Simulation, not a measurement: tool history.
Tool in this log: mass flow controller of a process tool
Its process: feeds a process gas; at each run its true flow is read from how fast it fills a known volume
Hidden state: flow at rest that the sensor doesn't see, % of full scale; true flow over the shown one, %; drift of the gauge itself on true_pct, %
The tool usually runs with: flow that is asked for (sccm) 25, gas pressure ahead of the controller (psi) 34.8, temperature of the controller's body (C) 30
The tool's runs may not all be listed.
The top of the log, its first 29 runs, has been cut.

run	hour	flow that is asked for (sccm)	gas pressure ahead of the controller (psi)	temperature of the controller's body (C)	hours of work since the controller was set to zero	hours of work since the controller was changed	true flow (%)
30	1554.6	6	24.2	28	4471	4471	99.63
31	1624.8	6	23.6	28	4511	4511	99.54
32	1662.6	6	23.6	28	4533	4533	99.67
33	1721.6	14	28.1	21	4566	4566	99.90
34	1780.1	14	28.1	21	4600	4600	99.93
35	1851.2	38	40.6	27	4640	4640	101.00
36	1926.0	38	40.6	27	4682	4682	100.99
# hour 1947.0: gauge calibrated
37	1968.5	25	33.2	30	4707	4707	99.81
38	2038.3	28	34.8	30	4746	4746	100.01
39	2106.3	27	39.5	30	4785	4785	100.19
40	2171.9	7	39.9	22	4822	4822	99.76
41	2215.2	25	25.4	30	4847	4847	99.89
42	2255.2	22	24.2	28	4870	4870	99.73
43	2292.9	22	24.2	28	4891	4891	100.02
44	2324.9	15	38.0	34	4909	4909	100.25
45	2365.1	9	30.7	30	4932	4932	99.92
46	2412.3	12	27.6	28	4959	4959	100.01
47	2452.3	45	33.8	24	4982	4982	100.83
48	2528.9	45	33.8	24	5025	5025	100.74

4 options for the next run, each taken on its own from the tool as it stands now. Forecast them:
A	2580.5	9	24.1	24	5054	5054	?
B	2580.5	25	34.8	23	5054	5054	?
C	2580.5	45	40.0	24	5054	5054	?
D	2580.5	45	22.2	34	5054	5054	?

run	true flow (%)
A	99.77
B	100.41
C	101.01
D	100.72
What these runs would have given with no unlogged condition in the tool:
run	true flow (%)
A	98.97
B	99.59
C	100.18
D	99.89
